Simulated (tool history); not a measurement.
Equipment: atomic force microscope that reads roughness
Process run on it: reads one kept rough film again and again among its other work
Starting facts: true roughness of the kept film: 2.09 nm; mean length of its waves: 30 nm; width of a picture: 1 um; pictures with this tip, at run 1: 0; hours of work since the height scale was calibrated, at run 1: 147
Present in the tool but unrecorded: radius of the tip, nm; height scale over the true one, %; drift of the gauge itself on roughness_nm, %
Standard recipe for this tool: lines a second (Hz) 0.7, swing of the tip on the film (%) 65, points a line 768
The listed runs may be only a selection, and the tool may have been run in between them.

run	hour	lines a second (Hz)	swing of the tip on the film (%)	points a line	pictures with this tip	hours of work since the height scale was calibrated	roughness of the kept film (nm (root mean square))
1	0	0.7	65	768	0	147	1.895
2	44.7	0.7	65	768	63	182	1.761
3	76.7	0.7	65	768	109	207	1.682
4	118.1	0.7	88	768	167	240	1.515
# hour 131.7: new tip fitted
5	144.6	0.7	88	768	18	260	1.776
6	174.7	0.7	88	768	61	283	1.691
7	198.7	0.7	65	907	95	302	1.713
8	233.2	0.7	65	907	144	329	1.629
9	261.9	0.7	65	907	185	352	1.567
# hour 265: new tip fitted
10	300.8	0.7	65	907	51	382	1.794
11	342.7	0.7	65	907	110	415	1.693
12	371.7	0.7	65	768	151	437	1.627
# hour 397.3: new tip fitted
13	397.3	0.7	65	292	0	457	1.861
14	436.8	0.7	65	292	56	488	1.77
15	474.6	0.7	65	768	110	518	1.684
16	522.5	0.943	78	627	178	555	1.502
# hour 530.3: new tip fitted
17	553	0.875	62	525	33	579	1.832
18	599.7	0.7	65	602	99	615	1.7
# hour 604.8: height scale calibrated on a step standard
19	621.7	0.7	65	602	129	13	1.64
# hour 666.3: new tip fitted
20	669.7	0.752	86	768	5	50	1.795
21	694.4	0.7	65	456	40	70	1.81
22	728.7	0.7	65	456	89	97	1.739
23	775.9	1.964	55	456	156	134	1.59
# hour 799.3: new tip fitted
24	821.1	1.964	55	379	31	169	1.789
# hour 836.6: height scale calibrated on a step standard, once more
25	851.5	0.858	56	768	73	12	1.775
26	879.9	0.858	56	768	113	34	1.698
27	914.9	0.516	61	412	163	61	1.601
# hour 933.6: new tip fitted
28	963.8	0.7	76	915	42	99	1.788
29	997.3	0.7	57	768	90	126	1.734
30	1017.1	0.7	57	768	118	141	1.698

How would selected steps in roughness of the kept film (nm (root mean square)) from run to run divide? Give the signed amount a tool lacking its hidden state would still show from settings, what came in and random variation, and the signed amount left for the hidden state, including any gauge scatter that is not in both of the compared results.
Run 4 -> 5: new tip fitted. roughness of the kept film (nm (root mean square)) +0.261: hidden state +0.267, all else -0.006.
Run 12 -> 13: points a line 768 -> 292, new tip fitted. roughness of the kept film (nm (root mean square)) +0.234: hidden state +0.281, all else -0.047.
Run 16 -> 17: lines a second (Hz) 0.943 -> 0.875, swing of the tip on the film (%) 78 -> 62, points a line 627 -> 525, new tip fitted. roughness of the kept film (nm (root mean square)) +0.33: hidden state +0.247, all else +0.083.
